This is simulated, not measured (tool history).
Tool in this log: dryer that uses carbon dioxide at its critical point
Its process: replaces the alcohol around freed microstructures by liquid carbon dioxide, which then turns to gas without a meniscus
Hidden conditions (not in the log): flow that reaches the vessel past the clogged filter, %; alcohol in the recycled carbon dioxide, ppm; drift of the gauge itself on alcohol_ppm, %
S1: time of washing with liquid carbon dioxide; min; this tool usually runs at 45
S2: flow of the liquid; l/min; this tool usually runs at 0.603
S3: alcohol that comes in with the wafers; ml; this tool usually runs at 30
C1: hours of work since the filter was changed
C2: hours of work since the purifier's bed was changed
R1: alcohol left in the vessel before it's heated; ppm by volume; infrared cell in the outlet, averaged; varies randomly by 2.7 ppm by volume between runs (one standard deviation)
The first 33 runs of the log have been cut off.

run   hour  S1     S2  S3   C1   C2   R1
 34    402  29  0.544  53  190  172  421
     403.8  -- inlet filter changed
 35  415.2  29  0.544  53    4  177  290
 36    432  29  0.544  53   11  183  296
 37  441.5  29  0.544  53   15  187  301
 38  451.8  29  0.531  43   19  191  268
 39  467.4  45  0.373  92   25  197  395
 40  476.2  61  0.755  31   28  201   22
 41  488.8  45    0.5  30   33  206   54
 42  505.6  45    0.5  30   40  212   54
 43  512.7  45  0.785  30   43  215   31
 44  529.7  45  0.685  37   49  222   23
 45  539.6  45  0.685  37   53  225   27
 46  555.7  45  0.685  37   59  232   33
 47  564.8  61   0.74  93   63  235   24

Branching from run 47: 3 alternative next runs. What would each branch give?
  A  572.9  63  0.487  66  66  239   ?
  B  572.9  45  1.023  74  66  239   ?
  C  572.9  61   0.74  34  66  239   ?

run  R1
  A  38
  B  23
  C  20
Take away the tool's hidden state, keep each run's random variation, and the runs would have read:
run  R1
  A  16
  B   4
  C   1
